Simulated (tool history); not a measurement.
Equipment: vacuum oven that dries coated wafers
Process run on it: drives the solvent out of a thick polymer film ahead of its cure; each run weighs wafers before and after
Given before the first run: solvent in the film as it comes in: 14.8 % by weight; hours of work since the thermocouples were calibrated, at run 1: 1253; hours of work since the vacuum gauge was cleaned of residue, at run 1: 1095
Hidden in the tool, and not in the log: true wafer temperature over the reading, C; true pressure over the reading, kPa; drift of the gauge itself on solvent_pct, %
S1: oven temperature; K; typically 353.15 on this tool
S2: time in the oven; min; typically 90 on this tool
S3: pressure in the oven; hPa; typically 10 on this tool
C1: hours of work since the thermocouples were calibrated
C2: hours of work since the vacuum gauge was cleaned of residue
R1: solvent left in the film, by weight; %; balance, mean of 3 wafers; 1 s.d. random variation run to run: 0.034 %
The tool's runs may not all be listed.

Run 1, hour 0: usual settings; C1 1253; C2 1095. Result: R1 3.12 %.
Run 2, hour 43.7: usual settings; C1 1281; C2 1124. Result: R1 3.07 %.
Run 3, hour 74.4: usual settings but S2 87 min; C1 1301; C2 1143. Result: R1 3.2 %.
Run 4, hour 100: usual settings but S2 87 min; C1 1318; C2 1160. Result: R1 3.2 %.
Run 5, hour 129.6: usual settings but S2 87 min; C1 1337; C2 1179. Result: R1 3.22 %.
Run 6, hour 170.1: usual settings but S2 87 min, S3 21.4 hPa; C1 1363; C2 1206. Result: R1 4.23 %.
Run 7, hour 189.3: usual settings; C1 1376; C2 1218. Result: R1 3.12 %.
Run 8, hour 222.5: usual settings; C1 1397; C2 1239. Result: R1 3.04 %.
Run 9, hour 267.6: usual settings but S2 112 min; C1 1426; C2 1269. Result: R1 2.44 %.
Run 10, hour 313.1: usual settings but S2 112 min; C1 1456; C2 1298. Result: R1 2.46 %.
Run 11, hour 354.6: usual settings but S2 112 min; C1 1483; C2 1325. Result: R1 2.42 %.
Run 12, hour 375.6: usual settings but S1 347.15 K, S2 53 min, S3 5.6 hPa; C1 1496; C2 1339. Result: R1 6.39 %.
Run 13, hour 404.8: usual settings but S1 359.15 K, S3 11.5 hPa; C1 1515; C2 1358. Result: R1 2.02 %.
Run 14, hour 423.3: usual settings but S1 361.15 K, S2 46 min, S3 28.9 hPa; C1 1527; C2 1370. Result: R1 4.79 %.
Run 15, hour 451.6: usual settings but S1 342.15 K, S2 68 min, S3 13.8 hPa; C1 1546; C2 1388. Result: R1 7.34 %.
Run 16, hour 471.5: usual settings but S1 342.15 K, S2 68 min, S3 13.8 hPa; C1 1559; C2 1401. Result: R1 7.32 %.
Run 17, hour 513.1: usual settings but S1 342.15 K, S2 68 min, S3 13.8 hPa; C1 1585; C2 1428. Result: R1 7.35 %.
At hour 523.9: oven's thermocouples calibrated.
Run 18, hour 559.2: usual settings but S1 355.15 K, S2 46 min, S3 28.6 hPa; C1 23; C2 1456. Result: R1 6.64 %.
Run 19, hour 583.2: usual settings but S1 361.15 K, S2 100 min, S3 6.8 hPa; C1 38; C2 1472. Result: R1 1.34 %.

Here are 3 independent what-if runs from the current tool condition. What would each one return?
Run A, hour 606.3: usual settings but S1 361.15 K, S2 65 min, S3 13.7 hPa; C1 53; C2 1487. Result: R1 ?.
Run B, hour 606.3: usual settings but S1 355.15 K, S2 100 min, S3 6.8 hPa; C1 53; C2 1487. Result: R1 ?.
Run C, hour 606.3: usual settings but S1 347.15 K, S2 100 min, S3 9.2 hPa; C1 53; C2 1487. Result: R1 ?.

run    R1
  A  2.92
  B  2.25
  C  4.32
Stripped of hidden state, with their random variation kept, the same runs would have yielded:
run    R1
  A  2.96
  B  2.25
  C  4.34

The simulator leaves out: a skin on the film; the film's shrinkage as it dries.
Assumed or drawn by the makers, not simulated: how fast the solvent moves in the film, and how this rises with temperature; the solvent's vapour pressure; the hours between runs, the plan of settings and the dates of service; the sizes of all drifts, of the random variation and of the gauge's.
